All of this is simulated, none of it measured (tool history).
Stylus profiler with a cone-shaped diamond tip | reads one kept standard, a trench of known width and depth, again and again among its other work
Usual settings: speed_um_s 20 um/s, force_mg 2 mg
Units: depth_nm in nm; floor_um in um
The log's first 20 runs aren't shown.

Run 21, hour 248.3: usual settings but speed_um_s 65 um/s, force_mg 1.51 mg. Result: depth_nm 101.41 nm, floor_um 47.29 um.
Run 22, hour 265.6: usual settings but speed_um_s 15 um/s, force_mg 5.56 mg. Result: depth_nm 102.92 nm, floor_um 47.7 um.
Run 23, hour 280.3: usual settings but speed_um_s 15 um/s, force_mg 5.56 mg. Result: depth_nm 102.97 nm, floor_um 47.83 um.
Run 24, hour 298: usual settings but force_mg 5.33 mg. Result: depth_nm 102.8 nm, floor_um 47.75 um.
Run 25, hour 314.8: usual settings but speed_um_s 25 um/s, force_mg 2.43 mg. Result: depth_nm 101.89 nm, floor_um 47.65 um.
Run 26, hour 324.6: usual settings but speed_um_s 61 um/s, force_mg 1.03 mg. Result: depth_nm 101.19 nm, floor_um 47.23 um.
At hour 325.9: height scale calibrated on a step standard.
Run 27, hour 337.4: usual settings but speed_um_s 61 um/s, force_mg 1.03 mg. Result: depth_nm 101.37 nm, floor_um 47.22 um.
Run 28, hour 353.1: usual settings but speed_um_s 61 um/s, force_mg 1.03 mg. Result: depth_nm 101.2 nm, floor_um 47.23 um.
Run 29, hour 365: usual settings but speed_um_s 61 um/s, force_mg 1.03 mg. Result: depth_nm 101.32 nm, floor_um 47.22 um.
Run 30, hour 376.5: usual settings but speed_um_s 28 um/s, force_mg 1.38 mg. Result: depth_nm 101.6 nm, floor_um 47.6 um.
At hour 380: height scale calibrated on a step standard, once more.
Run 31, hour 394.1: usual settings but speed_um_s 6 um/s, force_mg 1.2 mg. Result: depth_nm 100.87 nm, floor_um 47.8 um.
Run 32, hour 406.3: usual settings but speed_um_s 16 um/s. Result: depth_nm 101.26 nm, floor_um 47.72 um.
Run 33, hour 417.9: usual settings but speed_um_s 16 um/s. Result: depth_nm 101.34 nm, floor_um 47.74 um.
Run 34, hour 436: usual settings but speed_um_s 16 um/s. Result: depth_nm 101.37 nm, floor_um 47.75 um.
Run 35, hour 443.5: usual settings but speed_um_s 19 um/s, force_mg 1.9 mg. Result: depth_nm 101.33 nm, floor_um 47.65 um.
Run 36, hour 456.8: usual settings but speed_um_s 19 um/s, force_mg 1.9 mg. Result: depth_nm 101.38 nm, floor_um 47.65 um.

The next listed run, before its measurement:
Run 37, hour 465: usual settings but speed_um_s 8 um/s, force_mg 4.98 mg. Result: depth_nm ?, floor_um ?.

Run 37 gave depth_nm 102.4 nm, floor_um 47.77 um.
Without the tool's hidden state the same run would have given depth_nm 102.37 nm, floor_um 47.96 um.

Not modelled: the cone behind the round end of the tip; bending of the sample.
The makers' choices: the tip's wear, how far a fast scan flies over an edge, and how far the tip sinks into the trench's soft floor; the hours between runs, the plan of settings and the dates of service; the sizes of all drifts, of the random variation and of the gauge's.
